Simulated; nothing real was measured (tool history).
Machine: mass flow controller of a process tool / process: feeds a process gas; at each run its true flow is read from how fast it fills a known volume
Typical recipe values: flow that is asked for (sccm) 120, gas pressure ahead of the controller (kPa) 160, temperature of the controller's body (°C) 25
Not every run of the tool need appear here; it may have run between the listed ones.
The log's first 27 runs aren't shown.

run	hour	flow that is asked for (sccm)	gas pressure ahead of the controller (kPa)	temperature of the controller's body (°C)	hours of work since the controller was set to zero	hours of work since the controller was changed	true flow (%)
28	1855.9	28	145	25	2561	2561	99.41
29	1904.4	187	171	27	2598	2598	99.86
30	1962.4	48	182	25	2641	2641	99.13
31	2012.8	183	182	26	2680	2680	100.08
32	2056.7	24	156	25	2713	2713	99.39
33	2142.3	24	156	25	2778	2778	99.29
34	2207.6	24	156	25	2827	2827	99.38
35	2306.9	28	222	25	2902	2902	98.95
36	2400.0	28	222	25	2973	2973	98.84
37	2478.1	71	160	25	3032	3032	99.60
38	2547.6	24	203	33	3084	3084	98.12
39	2644.6	24	203	33	3158	3158	98.18
40	2723.5	23	203	33	3217	3217	98.05
41	2801.2	23	203	33	3276	3276	98.20
42	2902.0	23	203	33	3352	3352	98.22
43	2989.2	56	147	25	3418	3418	99.58
44	3062.5	48	226	25	3474	3474	98.88
45	3126.9	48	226	25	3523	3523	99.04
46	3219.7	74	279	24	3593	3593	98.78
47	3319.9	74	219	24	3669	3669	99.31
48	3388.2	91	152	20	3720	3720	100.17
49	3472.0	91	152	20	3784	3784	100.26

Alternative continuations, all from the tool just after run 49; predict every row:
A	3571.1	120	272	24	3859	3859	?
B	3571.1	25	181	20	3859	3859	?
C	3571.1	86	169	25	3859	3859	?

run	true flow (%)
A	99.11
B	99.72
C	99.53
With the hidden condition removed and each run's random variation left untouched, the same runs would have given:
run	true flow (%)
A	99.12
B	99.70
C	99.53
